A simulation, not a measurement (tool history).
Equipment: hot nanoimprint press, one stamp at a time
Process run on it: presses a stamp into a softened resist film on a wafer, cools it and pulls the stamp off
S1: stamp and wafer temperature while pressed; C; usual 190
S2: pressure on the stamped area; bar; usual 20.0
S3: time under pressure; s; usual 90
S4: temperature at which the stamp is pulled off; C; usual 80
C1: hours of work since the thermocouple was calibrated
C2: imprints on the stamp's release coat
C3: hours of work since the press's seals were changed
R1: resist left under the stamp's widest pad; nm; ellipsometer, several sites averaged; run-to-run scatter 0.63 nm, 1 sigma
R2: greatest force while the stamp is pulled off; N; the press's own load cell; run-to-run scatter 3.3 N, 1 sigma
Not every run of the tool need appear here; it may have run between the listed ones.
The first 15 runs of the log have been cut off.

run,hour,S1,S2,S3,S4,C1,C2,C3,R1,R2
16,465.9,190,20.0,164,87,477,1207,265,107.4,179
17,509.9,183,20.0,54,77,498,1345,286,216.5,253
# hour 538.6: plate thermocouple calibrated
18,542.1,190,12.5,111,76,2,1436,300,165.0,278
19,570.9,190,23.2,67,80,15,1526,314,151.0,254
20,607.5,190,23.2,67,80,33,1641,331,150.8,257
21,638.6,188,20.0,152,80,48,1738,346,124.8,266
22,659.5,188,20.0,152,80,58,1804,356,124.3,272
23,693.5,197,24.7,90,80,74,1911,372,98.3,276
24,717.5,197,24.7,90,80,86,1986,384,98.0,285
25,755.6,190,20.0,90,80,104,2105,402,143.3,284
# hour 765.8: stamp cleaned and given a new release coat
26,782.9,182,20.0,90,73,114,54,412,195.0,199
27,814.9,196,20.0,137,80,129,154,428,94.4,162
28,846.8,196,20.0,137,80,144,254,443,93.3,174
29,886.7,192,20.5,60,74,164,379,462,153.8,203
30,927.1,192,20.5,60,74,183,506,481,152.9,204
31,946.7,185,16.2,134,81,192,567,491,162.3,183

Consider 3 possible next runs. They are alternatives, not a sequence: every one starts from the tool as it was left by run 31. What does each give?
A,992.4,179,16.2,134,67,214,710,512,?,?
B,992.4,187,16.2,134,66,214,710,512,?,?
C,992.4,185,13.2,96,81,214,710,512,?,?

run,R1,R2
A,206.6,268
B,149.6,265
C,201.2,199
What these runs would have given with no unlogged condition in the tool:
run,R1,R2
A,211.4,215
B,153.0,213
C,205.6,161
